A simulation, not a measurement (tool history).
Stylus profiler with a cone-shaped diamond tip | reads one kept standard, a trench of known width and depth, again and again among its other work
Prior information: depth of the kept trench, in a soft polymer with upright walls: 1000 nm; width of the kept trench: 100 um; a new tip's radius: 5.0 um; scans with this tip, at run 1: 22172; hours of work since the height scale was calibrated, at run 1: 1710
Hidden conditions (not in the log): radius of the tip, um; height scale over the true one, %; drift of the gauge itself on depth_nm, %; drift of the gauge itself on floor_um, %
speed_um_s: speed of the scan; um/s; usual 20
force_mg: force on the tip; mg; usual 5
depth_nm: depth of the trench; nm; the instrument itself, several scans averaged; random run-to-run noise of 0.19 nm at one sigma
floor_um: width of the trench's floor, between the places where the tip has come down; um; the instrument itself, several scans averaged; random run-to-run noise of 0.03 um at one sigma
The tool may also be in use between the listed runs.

run   hour  speed_um_s  force_mg  scans with this tip  hours of work since the height scale was calibrated  depth_nm  floor_um
  1      0          20         5                22172                                                 1710   1016.94     90.88
  2   62.6          20         5                22507                                                 1736   1016.94     90.72
  3  169.6          20         5                23080                                                 1780    1017.1     90.64
  4  230.4          20         5                23406                                                 1805   1017.08     90.66
  5  308.4          20         5                23824                                                 1837   1017.54     90.58
     315.8  -- height scale calibrated on a step standard
  6  417.1          20         5                24403                                                   42   1019.24     90.55
  7  492.4          16      1.74                24806                                                   73   1012.38     90.48
  8  574.1           8       3.8                25244                                                  107    1016.9     90.47
  9  663.1          12      7.01                25721                                                  143    1022.3     90.38
 10  752.4          11      5.63                26199                                                  180   1020.57     90.34
     770.2  -- height scale calibrated on a step standard, once more
 11  804.1          11      5.63                26473                                                   14   1013.54     90.38

What will run 12 give?
 12  906.2          43      5.19                27020                                                   56         ?         ?

For run 12 the tool returned depth_nm 1012.71 nm, floor_um 90.14 um.
Minus the tool's unlogged condition, the same run would have read depth_nm 1012.95 nm, floor_um 93.86 um.

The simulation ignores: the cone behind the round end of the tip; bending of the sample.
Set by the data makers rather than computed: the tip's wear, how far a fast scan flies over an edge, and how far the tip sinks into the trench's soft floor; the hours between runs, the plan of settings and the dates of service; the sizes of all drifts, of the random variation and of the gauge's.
